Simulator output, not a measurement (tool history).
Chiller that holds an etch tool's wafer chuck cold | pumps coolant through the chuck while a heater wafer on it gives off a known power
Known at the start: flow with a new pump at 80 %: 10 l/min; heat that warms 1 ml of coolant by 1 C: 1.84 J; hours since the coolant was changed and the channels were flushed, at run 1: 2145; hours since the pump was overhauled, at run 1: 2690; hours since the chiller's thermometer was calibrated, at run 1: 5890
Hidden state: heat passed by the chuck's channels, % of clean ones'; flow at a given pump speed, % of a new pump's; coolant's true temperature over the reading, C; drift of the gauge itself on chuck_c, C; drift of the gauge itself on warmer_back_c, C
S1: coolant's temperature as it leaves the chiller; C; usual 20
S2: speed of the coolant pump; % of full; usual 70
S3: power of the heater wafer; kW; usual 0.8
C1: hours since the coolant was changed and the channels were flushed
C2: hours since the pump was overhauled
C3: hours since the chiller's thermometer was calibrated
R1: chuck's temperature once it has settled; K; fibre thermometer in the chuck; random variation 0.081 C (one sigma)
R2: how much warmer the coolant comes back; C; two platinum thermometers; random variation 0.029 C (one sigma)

| run | hour | S1 | S2 | S3 | C1 | C2 | C3 | R1 | R2 |
|---|---|---|---|---|---|---|---|---|---|
| 1 | 0 | 20 | 70 | 0.8 | 2145 | 2690 | 5890 | 301.44 | 3.04 |
|  | 54.4 | chiller's thermometer calibrated |
| 2 | 61.9 | 20 | 70 | 0.459 | 2206 | 2750 | 7 | 298.05 | 1.71 |
| 3 | 126.6 | 20 | 70 | 0.459 | 2271 | 2815 | 72 | 298.06 | 1.7 |
| 4 | 163.2 | 20 | 70 | 0.459 | 2307 | 2852 | 109 | 297.93 | 1.75 |
| 5 | 201.8 | 20 | 70 | 0.459 | 2346 | 2890 | 147 | 297.9 | 1.74 |
| 6 | 238.5 | 20 | 70 | 0.8 | 2383 | 2927 | 184 | 301.49 | 3.02 |
| 7 | 268.1 | 12 | 70 | 0.8 | 2412 | 2957 | 214 | 293.52 | 3.03 |
| 8 | 304.2 | 20 | 65 | 0.8 | 2448 | 2993 | 250 | 302 | 3.27 |
| 9 | 348.5 | 20 | 76 | 0.8 | 2493 | 3037 | 294 | 301.13 | 2.76 |
| 10 | 382.5 | 20 | 76 | 0.8 | 2527 | 3071 | 328 | 301.04 | 2.73 |
| 11 | 433.3 | 20 | 76 | 0.8 | 2578 | 3122 | 379 | 301.12 | 2.7 |
| 12 | 494.3 | 20 | 76 | 0.8 | 2639 | 3183 | 440 | 301.33 | 2.76 |
| 13 | 547.9 | 20 | 70 | 0.868 | 2692 | 3236 | 493 | 302.32 | 3.28 |
| 14 | 602.7 | 20 | 63 | 0.868 | 2747 | 3291 | 548 | 303.1 | 3.65 |
| 15 | 661.3 | 10 | 70 | 0.8 | 2806 | 3350 | 607 | 291.57 | 3 |
| 16 | 707 | 10 | 70 | 0.8 | 2851 | 3395 | 653 | 291.8 | 3.02 |
| 17 | 763.6 | 16 | 70 | 0.8 | 2908 | 3452 | 709 | 297.71 | 3.02 |
| 18 | 820.4 | 16 | 70 | 0.8 | 2965 | 3509 | 766 | 297.6 | 3.02 |
| 19 | 862.1 | 13 | 77 | 0.855 | 3006 | 3551 | 808 | 294.59 | 2.89 |
| 20 | 931.1 | 19 | 66 | 0.7 | 3075 | 3620 | 877 | 299.91 | 2.85 |
| 21 | 988.6 | 19 | 66 | 0.7 | 3133 | 3677 | 934 | 299.97 | 2.83 |
| 22 | 1033.4 | 19 | 66 | 0.7 | 3178 | 3722 | 979 | 299.95 | 2.82 |
| 23 | 1072.7 | 24 | 74 | 0.615 | 3217 | 3761 | 1018 | 303.62 | 2.22 |
| 24 | 1124.6 | 20 | 99 | 0.657 | 3269 | 3813 | 1070 | 298.9 | 1.71 |
| 25 | 1175.7 | 16 | 99 | 0.772 | 3320 | 3864 | 1121 | 295.94 | 2.03 |
| 26 | 1235 | 16 | 99 | 0.772 | 3379 | 3923 | 1181 | 295.93 | 2.01 |
| 27 | 1296.2 | 26 | 89 | 0.8 | 3440 | 3985 | 1242 | 306.65 | 2.23 |
| 28 | 1328.3 | 12 | 93 | 0.629 | 3473 | 4017 | 1274 | 291 | 1.72 |
| 29 | 1390.2 | 15 | 92 | 1.155 | 3534 | 4079 | 1336 | 298.5 | 3.23 |
| 30 | 1426.8 | 15 | 92 | 1.155 | 3571 | 4115 | 1372 | 298.49 | 3.22 |
| 31 | 1479.2 | 14 | 70 | 0.701 | 3623 | 4168 | 1425 | 294.95 | 2.61 |
| 32 | 1516.5 | 13 | 70 | 0.684 | 3661 | 4205 | 1462 | 293.7 | 2.53 |

Forecast each of these 3 alternatives for the next run:
| A | 1569 | 13 | 69 | 0.778 | 3713 | 4258 | 1515 | ? | ? |
| B | 1569 | 21 | 70 | 0.757 | 3713 | 4258 | 1515 | ? | ? |
| C | 1569 | 12 | 80 | 0.684 | 3713 | 4258 | 1515 | ? | ? |

| run | R1 | R2 |
|---|---|---|
| A | 294.61 | 3 |
| B | 302.49 | 2.88 |
| C | 292.04 | 2.26 |
Without the tool's hidden state the same runs would have given:
| run | R1 | R2 |
|---|---|---|
| A | 294.18 | 3 |
| B | 302.06 | 2.88 |
| C | 291.62 | 2.25 |
